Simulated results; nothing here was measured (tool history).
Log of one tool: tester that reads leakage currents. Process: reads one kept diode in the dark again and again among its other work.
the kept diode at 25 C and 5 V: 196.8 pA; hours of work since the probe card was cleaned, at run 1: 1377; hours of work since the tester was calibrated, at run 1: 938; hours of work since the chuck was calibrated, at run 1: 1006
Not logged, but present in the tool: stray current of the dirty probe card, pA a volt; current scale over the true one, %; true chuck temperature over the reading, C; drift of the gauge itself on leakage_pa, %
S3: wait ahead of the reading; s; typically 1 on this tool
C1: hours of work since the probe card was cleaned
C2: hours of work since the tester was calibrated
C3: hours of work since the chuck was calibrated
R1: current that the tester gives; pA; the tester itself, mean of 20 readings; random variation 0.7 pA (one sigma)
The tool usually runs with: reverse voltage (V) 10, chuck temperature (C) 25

Run 1, hour 0: usual settings; C1 1377; C2 938; C3 1006. Result: R1 252.56 pA.
Run 2, hour 20.2: usual settings; C1 1389; C2 951; C3 1018. Result: R1 252.64 pA.
Run 3, hour 48.9: usual settings; C1 1407; C2 969; C3 1036. Result: R1 253.71 pA.
Run 4, hour 86: usual settings but chuck temperature (C) 29; C1 1431; C2 992; C3 1059. Result: R1 348.33 pA.
Run 5, hour 122: usual settings but chuck temperature (C) 29; C1 1453; C2 1015; C3 1082. Result: R1 350.96 pA.
Run 6, hour 158.4: usual settings but chuck temperature (C) 29; C1 1476; C2 1037; C3 1105. Result: R1 347.73 pA.
Run 7, hour 188.5: usual settings but S3 4.85 s; C1 1495; C2 1056; C3 1124. Result: R1 251.4 pA.
Run 8, hour 223.3: usual settings but S3 4.85 s; C1 1517; C2 1078; C3 1145. Result: R1 249.75 pA.
Run 9, hour 246.3: usual settings but S3 3.08 s; C1 1531; C2 1092; C3 1160. Result: R1 251.07 pA.
Run 10, hour 284.9: usual settings but S3 3.08 s; C1 1555; C2 1116; C3 1184. Result: R1 251.6 pA.
Run 11, hour 301.7: usual settings; C1 1566; C2 1127; C3 1194. Result: R1 253.89 pA.
Run 12, hour 326.8: usual settings but reverse voltage (V) 6.4; C1 1581; C2 1143; C3 1210. Result: R1 215.78 pA.
At hour 337.6: chuck's temperature calibrated.
Run 13, hour 362.3: usual settings but reverse voltage (V) 6.4; C1 1602; C2 1164; C3 15. Result: R1 216.2 pA.
Run 14, hour 389.2: usual settings but reverse voltage (V) 6.4; C1 1619; C2 1181; C3 32. Result: R1 216.99 pA.
Run 15, hour 405.5: usual settings but reverse voltage (V) 6.4; C1 1629; C2 1191; C3 42. Result: R1 216.22 pA.
Run 16, hour 436.6: usual settings; C1 1649; C2 1210; C3 62. Result: R1 252.45 pA.
Run 17, hour 472: usual settings; C1 1671; C2 1232; C3 84. Result: R1 252.86 pA.
Run 18, hour 507.7: usual settings; C1 1693; C2 1255; C3 106. Result: R1 253.94 pA.
Run 19, hour 529: usual settings but reverse voltage (V) 4; C1 1707; C2 1268; C3 120. Result: R1 183.21 pA.
Run 20, hour 550.3: usual settings but reverse voltage (V) 4; C1 1720; C2 1281; C3 133. Result: R1 183.87 pA.
Run 21, hour 586.5: usual settings but S3 3.8 s; C1 1743; C2 1304; C3 156. Result: R1 251.97 pA.
Run 22, hour 607.2: usual settings but S3 3.8 s; C1 1756; C2 1317; C3 169. Result: R1 252.22 pA.
Run 23, hour 638: usual settings but reverse voltage (V) 1.3, S3 0.98 s; C1 1775; C2 1336; C3 188. Result: R1 123.96 pA.
Run 24, hour 677.1: usual settings but chuck temperature (C) 23, S3 0.93 s; C1 1799; C2 1361; C3 212. Result: R1 215.71 pA.
Run 25, hour 704.1: usual settings but S3 7.19 s; C1 1816; C2 1378; C3 229. Result: R1 250.95 pA.
Run 26, hour 733.4: usual settings but S3 7.19 s; C1 1835; C2 1396; C3 248. Result: R1 251.27 pA.
Run 27, hour 771.8: usual settings but reverse voltage (V) 16.4, S3 5.26 s; C1 1859; C2 1420; C3 272. Result: R1 299.73 pA.
Run 28, hour 810.1: usual settings but reverse voltage (V) 16.4, chuck temperature (C) 28, S3 5.26 s; C1 1883; C2 1444; C3 296. Result: R1 380.91 pA.
Run 29, hour 827.2: usual settings but reverse voltage (V) 16.4, chuck temperature (C) 28, S3 5.26 s; C1 1893; C2 1455; C3 306. Result: R1 381.92 pA.
Run 30, hour 844.5: usual settings but reverse voltage (V) 16.4, chuck temperature (C) 28, S3 5.26 s; C1 1904; C2 1465; C3 317. Result: R1 382.75 pA.
Run 31, hour 863.6: usual settings but reverse voltage (V) 16.4, chuck temperature (C) 43, S3 5.26 s; C1 1916; C2 1477; C3 329. Result: R1 1202.63 pA.
Run 32, hour 888.1: usual settings but reverse voltage (V) 2.5, chuck temperature (C) 55, S3 3.94 s; C1 1931; C2 1493; C3 345. Result: R1 1469.77 pA.
Run 33, hour 913.7: usual settings but reverse voltage (V) 2.7, S3 9.2 s; C1 1947; C2 1509; C3 361. Result: R1 158.76 pA.
Run 34, hour 949.2: usual settings but chuck temperature (C) 52, S3 6.36 s; C1 1970; C2 1531; C3 383. Result: R1 1926.17 pA.
Run 35, hour 982.1: usual settings but reverse voltage (V) 7.5, chuck temperature (C) 30, S3 0.86 s; C1 1990; C2 1552; C3 403. Result: R1 342.29 pA.
Run 36, hour 1018: usual settings but reverse voltage (V) 19.3, chuck temperature (C) 30, S3 0.81 s; C1 2013; C2 1574; C3 426. Result: R1 477.84 pA.
Run 37, hour 1038.8: usual settings but reverse voltage (V) 5.6, chuck temperature (C) 47, S3 3.69 s; C1 2026; C2 1587; C3 439. Result: R1 1109.23 pA.
Run 38, hour 1072.8: usual settings but reverse voltage (V) 10.1, chuck temperature (C) 45, S3 3.69 s; C1 2047; C2 1608; C3 460. Result: R1 1173.34 pA.
Run 39, hour 1090.3: usual settings but reverse voltage (V) 10.1, chuck temperature (C) 45, S3 3.69 s; C1 2058; C2 1619; C3 471. Result: R1 1175.41 pA.
At hour 1112.2: probe card cleaned and baked.
Run 40, hour 1112.8: usual settings but reverse voltage (V) 11.9, chuck temperature (C) 26, S3 3.12 s; C1 0; C2 1632; C3 483. Result: R1 290.69 pA.
Run 41, hour 1149: usual settings but reverse voltage (V) 2.6, chuck temperature (C) 48, S3 4.17 s; C1 23; C2 1654; C3 506. Result: R1 914.2 pA.

3 options for the next run, each taken on its own from the tool as it stands now. Forecast them:
Run A, hour 1183.1: usual settings but reverse voltage (V) 9.2, chuck temperature (C) 37, S3 1.14 s; C1 44; C2 1676; C3 527. Result: R1 ?.
Run B, hour 1183.1: usual settings but chuck temperature (C) 21, S3 4.79 s; C1 44; C2 1676; C3 527. Result: R1 ?.
Run C, hour 1183.1: usual settings but reverse voltage (V) 11, chuck temperature (C) 26, S3 0.93 s; C1 44; C2 1676; C3 527. Result: R1 ?.

run      R1
  A  632.52
  B  180.42
  C  283.44
The same runs, with their run-to-run variation unchanged, on a tool lacking any hidden condition would have given:
run      R1
  A  632.48
  B  180.41
  C  283.42
